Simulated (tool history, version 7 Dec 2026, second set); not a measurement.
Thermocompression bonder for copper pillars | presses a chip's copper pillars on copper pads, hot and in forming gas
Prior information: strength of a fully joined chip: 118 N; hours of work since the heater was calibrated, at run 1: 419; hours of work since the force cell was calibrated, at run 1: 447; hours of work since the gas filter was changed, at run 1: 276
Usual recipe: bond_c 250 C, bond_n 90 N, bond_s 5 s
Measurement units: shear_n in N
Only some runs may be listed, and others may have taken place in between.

run,hour,bond_c,bond_n,bond_s,hours of work since the heater was calibrated,hours of work since the force cell was calibrated,hours of work since the gas filter was changed,shear_n
1,0,250,90,5,419,447,276,69.9
2,6.7,250,90,5,424,453,282,69.6
3,19.5,250,90,5,434,463,292,69.6
4,29.9,250,90,5,442,471,300,69
5,42.9,250,90,5,453,481,310,68.1
# hour 44.1: forming gas filter changed
6,51.8,250,90,5,459,487,6,69.1
7,62.9,250,90,9,468,496,15,82.5
8,75.5,250,90,9,478,506,24,81
9,82.9,250,90,9,483,511,30,82.4
10,89.4,250,90,9,488,517,35,81.5
11,96.9,250,90,5,494,522,41,68.6
12,108.5,250,90,5,503,531,50,69.7
13,121,250,90,5,513,541,60,69.6
14,127.8,250,90,5,518,546,65,67.5
15,138.5,250,90,5,526,555,73,68.3
16,151.1,250,90,5,536,564,83,69.1
17,159.7,250,90,5,543,571,90,69
18,173.4,222,98,3,553,582,100,36.9
19,183.9,222,98,3,562,590,109,37.7
20,191,222,98,3,567,595,114,37.2
21,200.9,229,81,13,575,603,122,62.8
22,208.7,228,101,11,581,609,128,68.9
23,220.7,270,131,3,590,619,137,94.1
24,231.4,261,131,8,599,627,146,104.9
25,240.3,261,131,8,605,634,152,104.2
26,248.9,261,131,8,612,640,159,105.1
27,261.2,250,101,8,622,650,169,85.1
28,272.3,240,90,10,630,659,177,73.4
29,286.4,235,76,5,641,670,188,46.5
30,293.1,235,76,5,647,675,193,47.6
31,305.9,255,77,3,656,685,203,53.6
32,318.6,226,124,8,666,695,213,70.3
33,329.2,226,124,8,675,703,221,70.4

Each row is a separate what-if for the run after 33, all from the same tool condition, not one after another. Results?
A,337.6,249,109,7,681,709,228,?
B,337.6,250,54,5,681,709,228,?
C,337.6,258,124,11,681,709,228,?
D,337.6,247,124,8,681,709,228,?

run,shear_n
A,85.7
B,45.6
C,106.5
D,90.6
The same runs, with their run-to-run variation unchanged, on a tool lacking any hidden condition would have given:
run,shear_n
A,85.9
B,45.8
C,106.7
D,90.9

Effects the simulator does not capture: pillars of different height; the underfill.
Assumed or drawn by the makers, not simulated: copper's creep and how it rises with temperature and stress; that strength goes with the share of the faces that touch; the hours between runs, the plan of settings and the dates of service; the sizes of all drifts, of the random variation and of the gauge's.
